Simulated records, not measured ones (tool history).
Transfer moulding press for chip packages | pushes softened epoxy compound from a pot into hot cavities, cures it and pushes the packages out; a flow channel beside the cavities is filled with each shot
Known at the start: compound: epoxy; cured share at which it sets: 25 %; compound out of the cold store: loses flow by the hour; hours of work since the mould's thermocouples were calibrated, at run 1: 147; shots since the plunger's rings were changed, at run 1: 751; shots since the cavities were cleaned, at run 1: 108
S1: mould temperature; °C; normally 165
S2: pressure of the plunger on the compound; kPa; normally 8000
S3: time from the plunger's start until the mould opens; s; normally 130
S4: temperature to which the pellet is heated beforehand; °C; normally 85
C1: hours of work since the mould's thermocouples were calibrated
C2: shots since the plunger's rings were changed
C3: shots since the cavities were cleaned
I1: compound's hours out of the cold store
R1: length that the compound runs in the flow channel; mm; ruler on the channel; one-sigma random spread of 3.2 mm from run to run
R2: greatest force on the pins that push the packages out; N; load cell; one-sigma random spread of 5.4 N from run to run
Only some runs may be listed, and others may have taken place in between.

| run | hour | S1 | S2 | S3 | S4 | C1 | C2 | C3 | I1 | R1 | R2 |
|---|---|---|---|---|---|---|---|---|---|---|---|
| 1 | 0 | 165 | 8000 | 130 | 85 | 147 | 751 | 108 | 43.5 | 747 | 226 |
| 2 | 41.7 | 165 | 9300 | 130 | 85 | 171 | 1082 | 439 | 34.6 | 836 | 296 |
|  | 53 | cavities cleaned with cleaning compound and waxed |
| 3 | 67.9 | 165 | 9300 | 130 | 85 | 185 | 1277 | 118 | 8.2 | 933 | 373 |
| 4 | 93.3 | 165 | 9300 | 130 | 85 | 200 | 1478 | 319 | 17.7 | 893 | 375 |
| 5 | 115 | 165 | 9300 | 130 | 85 | 212 | 1651 | 492 | 28.9 | 847 | 397 |
|  | 119.5 | cavities cleaned with cleaning compound and waxed |
| 6 | 146.1 | 165 | 8000 | 130 | 77 | 229 | 1885 | 211 | 8.9 | 853 | 252 |
| 7 | 167.5 | 172 | 8000 | 130 | 77 | 241 | 2055 | 381 | 13.8 | 806 | 270 |
|  | 188.4 | cavities cleaned with cleaning compound and waxed |
| 8 | 207.7 | 172 | 8000 | 130 | 77 | 264 | 2362 | 153 | 17.4 | 793 | 239 |
| 9 | 243.2 | 172 | 8000 | 130 | 77 | 284 | 2643 | 434 | 37.7 | 725 | 277 |
|  | 250 | cavities cleaned with cleaning compound and waxed, once more |
| 10 | 269.6 | 172 | 8000 | 130 | 77 | 298 | 2841 | 155 | 35.6 | 728 | 227 |
| 11 | 298.5 | 172 | 8000 | 130 | 77 | 315 | 3070 | 384 | 22.1 | 765 | 268 |
|  | 318.8 | cavities cleaned with cleaning compound and waxed |
| 12 | 341.2 | 172 | 8000 | 130 | 77 | 338 | 3396 | 177 | 36.2 | 719 | 237 |
| 13 | 365.6 | 165 | 6520 | 130 | 85 | 352 | 3590 | 371 | 23.2 | 704 | 283 |

Predict the results of run 14:
|  | 386.1 | cavities cleaned with cleaning compound and waxed |
| 14 | 397.7 | 165 | 8000 | 130 | 85 | 370 | 3833 | 92 | 28.8 | ? | ? |

R1: 760 mm
R2: 218 N
On a tool with no hidden condition, and with the same random variation, this run would have come out at R1 810 mm, R2 197 N.
